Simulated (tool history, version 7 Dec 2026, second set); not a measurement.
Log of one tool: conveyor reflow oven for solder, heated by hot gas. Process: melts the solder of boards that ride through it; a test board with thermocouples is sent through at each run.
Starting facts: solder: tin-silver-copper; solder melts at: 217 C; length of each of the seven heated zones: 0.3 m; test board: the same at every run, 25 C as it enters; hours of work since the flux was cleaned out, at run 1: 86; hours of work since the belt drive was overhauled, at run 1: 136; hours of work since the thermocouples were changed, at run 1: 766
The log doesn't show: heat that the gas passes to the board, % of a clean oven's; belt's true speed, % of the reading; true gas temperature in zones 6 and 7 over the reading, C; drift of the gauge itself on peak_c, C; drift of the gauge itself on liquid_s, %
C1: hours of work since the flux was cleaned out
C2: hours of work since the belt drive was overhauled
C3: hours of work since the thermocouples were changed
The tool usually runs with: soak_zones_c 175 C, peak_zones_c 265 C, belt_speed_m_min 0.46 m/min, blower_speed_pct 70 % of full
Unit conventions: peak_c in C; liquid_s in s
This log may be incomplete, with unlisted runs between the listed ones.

{"run": 1, "day": 0.0, "soak_zones_c": 175, "peak_zones_c": 265, "belt_speed_m_min": 0.46, "blower_speed_pct": 70, "C1": 86, "C2": 136, "C3": 766, "peak_c": 251, "liquid_s": 58.2}
{"run": 2, "day": 0.225, "soak_zones_c": 175, "peak_zones_c": 265, "belt_speed_m_min": 0.46, "blower_speed_pct": 70, "C1": 89, "C2": 139, "C3": 768, "peak_c": 250.94, "liquid_s": 58.1}
{"run": 3, "day": 0.554, "soak_zones_c": 175, "peak_zones_c": 265, "belt_speed_m_min": 0.46, "blower_speed_pct": 70, "C1": 93, "C2": 143, "C3": 772, "peak_c": 250.98, "liquid_s": 58.2}
{"run": 4, "day": 0.796, "soak_zones_c": 175, "peak_zones_c": 265, "belt_speed_m_min": 0.46, "blower_speed_pct": 70, "C1": 96, "C2": 146, "C3": 775, "peak_c": 251.12, "liquid_s": 58.2}
{"run": 5, "day": 1.221, "soak_zones_c": 175, "peak_zones_c": 265, "belt_speed_m_min": 0.46, "blower_speed_pct": 70, "C1": 101, "C2": 151, "C3": 780, "peak_c": 251.18, "liquid_s": 58.3}
{"run": 6, "day": 1.579, "soak_zones_c": 175, "peak_zones_c": 265, "belt_speed_m_min": 0.46, "blower_speed_pct": 70, "C1": 105, "C2": 155, "C3": 785, "peak_c": 251.06, "liquid_s": 58.2}
{"run": 7, "day": 2.012, "soak_zones_c": 175, "peak_zones_c": 265, "belt_speed_m_min": 0.46, "blower_speed_pct": 82, "C1": 111, "C2": 160, "C3": 790, "peak_c": 253.06, "liquid_s": 60.3}
{"run": 8, "day": 2.254, "soak_zones_c": 175, "peak_zones_c": 265, "belt_speed_m_min": 0.46, "blower_speed_pct": 82, "C1": 114, "C2": 163, "C3": 793, "peak_c": 253.01, "liquid_s": 60.3}
{"run": 9, "day": 2.504, "soak_zones_c": 175, "peak_zones_c": 265, "belt_speed_m_min": 0.46, "blower_speed_pct": 82, "C1": 117, "C2": 166, "C3": 796, "peak_c": 253, "liquid_s": 60.4}
{"day": 2.696, "done": "belt drive overhauled, speed set with a stopwatch"}
{"run": 10, "day": 3.004, "soak_zones_c": 175, "peak_zones_c": 265, "belt_speed_m_min": 0.46, "blower_speed_pct": 79, "C1": 121, "C2": 4, "C3": 800, "peak_c": 252.76, "liquid_s": 60.3}
{"run": 11, "day": 3.329, "soak_zones_c": 175, "peak_zones_c": 265, "belt_speed_m_min": 0.46, "blower_speed_pct": 70, "C1": 124, "C2": 8, "C3": 804, "peak_c": 251.28, "liquid_s": 58}
{"run": 12, "day": 3.683, "soak_zones_c": 175, "peak_zones_c": 265, "belt_speed_m_min": 0.46, "blower_speed_pct": 70, "C1": 129, "C2": 12, "C3": 808, "peak_c": 250.92, "liquid_s": 58.3}
{"run": 13, "day": 4.146, "soak_zones_c": 175, "peak_zones_c": 265, "belt_speed_m_min": 0.46, "blower_speed_pct": 70, "C1": 134, "C2": 17, "C3": 814, "peak_c": 251.12, "liquid_s": 58.4}
{"run": 14, "day": 4.483, "soak_zones_c": 175, "peak_zones_c": 274, "belt_speed_m_min": 0.437, "blower_speed_pct": 70, "C1": 138, "C2": 22, "C3": 818, "peak_c": 260.58, "liquid_s": 68.1}
{"run": 15, "day": 4.675, "soak_zones_c": 179, "peak_zones_c": 254, "belt_speed_m_min": 0.522, "blower_speed_pct": 70, "C1": 141, "C2": 24, "C3": 820, "peak_c": 238.64, "liquid_s": 41.5}
{"day": 5.017, "done": "belt drive overhauled, speed set with a stopwatch, once more"}
{"run": 16, "day": 5.05, "soak_zones_c": 189, "peak_zones_c": 256, "belt_speed_m_min": 0.46, "blower_speed_pct": 70, "C1": 143, "C2": 0, "C3": 822, "peak_c": 245.63, "liquid_s": 59.8}
{"run": 17, "day": 5.462, "soak_zones_c": 161, "peak_zones_c": 260, "belt_speed_m_min": 0.547, "blower_speed_pct": 70, "C1": 148, "C2": 5, "C3": 827, "peak_c": 237.61, "liquid_s": 32.2}
{"run": 18, "day": 5.75, "soak_zones_c": 168, "peak_zones_c": 265, "belt_speed_m_min": 0.44, "blower_speed_pct": 70, "C1": 152, "C2": 9, "C3": 831, "peak_c": 251.03, "liquid_s": 58.4}
{"run": 19, "day": 6.125, "soak_zones_c": 168, "peak_zones_c": 265, "belt_speed_m_min": 0.44, "blower_speed_pct": 70, "C1": 156, "C2": 13, "C3": 835, "peak_c": 251.08, "liquid_s": 58.5}
{"run": 20, "day": 6.312, "soak_zones_c": 187, "peak_zones_c": 255, "belt_speed_m_min": 0.422, "blower_speed_pct": 60, "C1": 158, "C2": 16, "C3": 838, "peak_c": 245, "liquid_s": 64.1}
{"run": 21, "day": 6.529, "soak_zones_c": 181, "peak_zones_c": 260, "belt_speed_m_min": 0.419, "blower_speed_pct": 67, "C1": 161, "C2": 18, "C3": 840, "peak_c": 249.54, "liquid_s": 65.8}
{"run": 22, "day": 6.942, "soak_zones_c": 189, "peak_zones_c": 260, "belt_speed_m_min": 0.419, "blower_speed_pct": 87, "C1": 166, "C2": 23, "C3": 845, "peak_c": 253.14, "liquid_s": 73}
{"run": 23, "day": 7.254, "soak_zones_c": 173, "peak_zones_c": 268, "belt_speed_m_min": 0.421, "blower_speed_pct": 51, "C1": 170, "C2": 27, "C3": 849, "peak_c": 251.7, "liquid_s": 62.6}
{"run": 24, "day": 7.662, "soak_zones_c": 175, "peak_zones_c": 265, "belt_speed_m_min": 0.537, "blower_speed_pct": 80, "C1": 175, "C2": 32, "C3": 854, "peak_c": 247.61, "liquid_s": 46.5}

Branching from run 24: 3 alternative next runs. What would each branch give?
{"run": "A", "day": 8.05, "soak_zones_c": 175, "peak_zones_c": 254, "belt_speed_m_min": 0.466, "blower_speed_pct": 66, "C1": 179, "C2": 37, "C3": 859, "peak_c": "?", "liquid_s": "?"}
{"run": "B", "day": 8.05, "soak_zones_c": 175, "peak_zones_c": 272, "belt_speed_m_min": 0.46, "blower_speed_pct": 67, "C1": 179, "C2": 37, "C3": 859, "peak_c": "?", "liquid_s": "?"}
{"run": "C", "day": 8.05, "soak_zones_c": 175, "peak_zones_c": 265, "belt_speed_m_min": 0.46, "blower_speed_pct": 70, "C1": 179, "C2": 37, "C3": 859, "peak_c": "?", "liquid_s": "?"}

run=A peak_c=240.17 liquid_s=47.5
run=B peak_c=256.4 liquid_s=61.6
run=C peak_c=250.84 liquid_s=58
Had the tool no hidden state, the same runs would have come out as:
run=A peak_c=239.31 liquid_s=46.8
run=B peak_c=255.6 liquid_s=61.2
run=C peak_c=250.01 liquid_s=57.6
